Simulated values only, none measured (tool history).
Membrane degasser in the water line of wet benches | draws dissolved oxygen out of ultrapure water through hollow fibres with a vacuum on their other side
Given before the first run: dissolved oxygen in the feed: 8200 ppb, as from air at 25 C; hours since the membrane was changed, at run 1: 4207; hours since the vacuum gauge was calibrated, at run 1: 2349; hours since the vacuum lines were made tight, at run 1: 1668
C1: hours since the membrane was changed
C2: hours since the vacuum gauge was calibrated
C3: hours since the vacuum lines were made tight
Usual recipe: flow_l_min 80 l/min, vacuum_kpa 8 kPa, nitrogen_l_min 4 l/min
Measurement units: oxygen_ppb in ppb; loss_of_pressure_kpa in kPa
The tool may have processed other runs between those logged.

{"run": 1, "hour": 0.0, "flow_l_min": 80, "vacuum_kpa": 8, "nitrogen_l_min": 4, "C1": 4207, "C2": 2349, "C3": 1668, "oxygen_ppb": 224, "loss_of_pressure_kpa": 29.57}
{"run": 2, "hour": 111.8, "flow_l_min": 80, "vacuum_kpa": 8, "nitrogen_l_min": 4, "C1": 4319, "C2": 2461, "C3": 1779, "oxygen_ppb": 222.3, "loss_of_pressure_kpa": 29.67}
{"run": 3, "hour": 221.2, "flow_l_min": 80, "vacuum_kpa": 8, "nitrogen_l_min": 4, "C1": 4428, "C2": 2570, "C3": 1889, "oxygen_ppb": 221.1, "loss_of_pressure_kpa": 29.74}
{"run": 4, "hour": 285.5, "flow_l_min": 80, "vacuum_kpa": 8, "nitrogen_l_min": 4, "C1": 4492, "C2": 2634, "C3": 1953, "oxygen_ppb": 223.1, "loss_of_pressure_kpa": 29.81}
{"run": 5, "hour": 419.2, "flow_l_min": 80, "vacuum_kpa": 8, "nitrogen_l_min": 4, "C1": 4626, "C2": 2768, "C3": 2087, "oxygen_ppb": 226.2, "loss_of_pressure_kpa": 29.85}
{"run": 6, "hour": 546.3, "flow_l_min": 80, "vacuum_kpa": 8, "nitrogen_l_min": 4, "C1": 4753, "C2": 2895, "C3": 2214, "oxygen_ppb": 221.6, "loss_of_pressure_kpa": 29.69}
{"run": 7, "hour": 609.0, "flow_l_min": 80, "vacuum_kpa": 8, "nitrogen_l_min": 2.96, "C1": 4816, "C2": 2958, "C3": 2277, "oxygen_ppb": 287.6, "loss_of_pressure_kpa": 29.83}
{"run": 8, "hour": 677.6, "flow_l_min": 80, "vacuum_kpa": 8, "nitrogen_l_min": 2.96, "C1": 4885, "C2": 3027, "C3": 2345, "oxygen_ppb": 282.6, "loss_of_pressure_kpa": 30.19}
{"run": 9, "hour": 758.9, "flow_l_min": 80, "vacuum_kpa": 8, "nitrogen_l_min": 4, "C1": 4966, "C2": 3108, "C3": 2426, "oxygen_ppb": 228.9, "loss_of_pressure_kpa": 30.03}
{"run": 10, "hour": 848.7, "flow_l_min": 80, "vacuum_kpa": 8, "nitrogen_l_min": 4, "C1": 5056, "C2": 3198, "C3": 2516, "oxygen_ppb": 222.1, "loss_of_pressure_kpa": 30.05}
{"run": 11, "hour": 963.8, "flow_l_min": 80, "vacuum_kpa": 5.5, "nitrogen_l_min": 4, "C1": 5171, "C2": 3313, "C3": 2631, "oxygen_ppb": 118.2, "loss_of_pressure_kpa": 29.79}
{"run": 12, "hour": 1067.6, "flow_l_min": 80, "vacuum_kpa": 5.5, "nitrogen_l_min": 4, "C1": 5275, "C2": 3417, "C3": 2735, "oxygen_ppb": 117.6, "loss_of_pressure_kpa": 29.91}
{"run": 13, "hour": 1140.5, "flow_l_min": 80, "vacuum_kpa": 5.5, "nitrogen_l_min": 4, "C1": 5347, "C2": 3489, "C3": 2808, "oxygen_ppb": 117.5, "loss_of_pressure_kpa": 30.09}
{"run": 14, "hour": 1234.7, "flow_l_min": 80, "vacuum_kpa": 5.5, "nitrogen_l_min": 4, "C1": 5442, "C2": 3584, "C3": 2902, "oxygen_ppb": 117.8, "loss_of_pressure_kpa": 30.02}
{"run": 15, "hour": 1313.8, "flow_l_min": 98, "vacuum_kpa": 8, "nitrogen_l_min": 4, "C1": 5521, "C2": 3663, "C3": 2981, "oxygen_ppb": 278.1, "loss_of_pressure_kpa": 36.74}
{"run": 16, "hour": 1426.7, "flow_l_min": 82, "vacuum_kpa": 8, "nitrogen_l_min": 4, "C1": 5634, "C2": 3776, "C3": 3094, "oxygen_ppb": 237.3, "loss_of_pressure_kpa": 30.53}
{"run": 17, "hour": 1518.7, "flow_l_min": 79, "vacuum_kpa": 14.93, "nitrogen_l_min": 1.72, "C1": 5726, "C2": 3868, "C3": 3186, "oxygen_ppb": 978.7, "loss_of_pressure_kpa": 29.52}
{"run": 18, "hour": 1626.6, "flow_l_min": 124, "vacuum_kpa": 14.93, "nitrogen_l_min": 1.63, "C1": 5834, "C2": 3976, "C3": 3294, "oxygen_ppb": 1366.1, "loss_of_pressure_kpa": 46.35}
{"run": 19, "hour": 1739.6, "flow_l_min": 124, "vacuum_kpa": 14.93, "nitrogen_l_min": 1.63, "C1": 5947, "C2": 4089, "C3": 3407, "oxygen_ppb": 1393.7, "loss_of_pressure_kpa": 46.55}
{"run": 20, "hour": 1834.4, "flow_l_min": 124, "vacuum_kpa": 14.93, "nitrogen_l_min": 1.63, "C1": 6041, "C2": 4183, "C3": 3502, "oxygen_ppb": 1389.9, "loss_of_pressure_kpa": 46.24}

The next listed run, before its measurement:
{"run": 21, "hour": 1912.5, "flow_l_min": 50, "vacuum_kpa": 5.45, "nitrogen_l_min": 4, "C1": 6119, "C2": 4261, "C3": 3580, "oxygen_ppb": "?", "loss_of_pressure_kpa": "?"}

oxygen_ppb: 69.9 ppb
loss_of_pressure_kpa: 18.91 kPa
If the tool had no hidden condition, the same run with the same run-to-run variation would have returned oxygen_ppb 64.6 ppb, loss_of_pressure_kpa 18.43 kPa.

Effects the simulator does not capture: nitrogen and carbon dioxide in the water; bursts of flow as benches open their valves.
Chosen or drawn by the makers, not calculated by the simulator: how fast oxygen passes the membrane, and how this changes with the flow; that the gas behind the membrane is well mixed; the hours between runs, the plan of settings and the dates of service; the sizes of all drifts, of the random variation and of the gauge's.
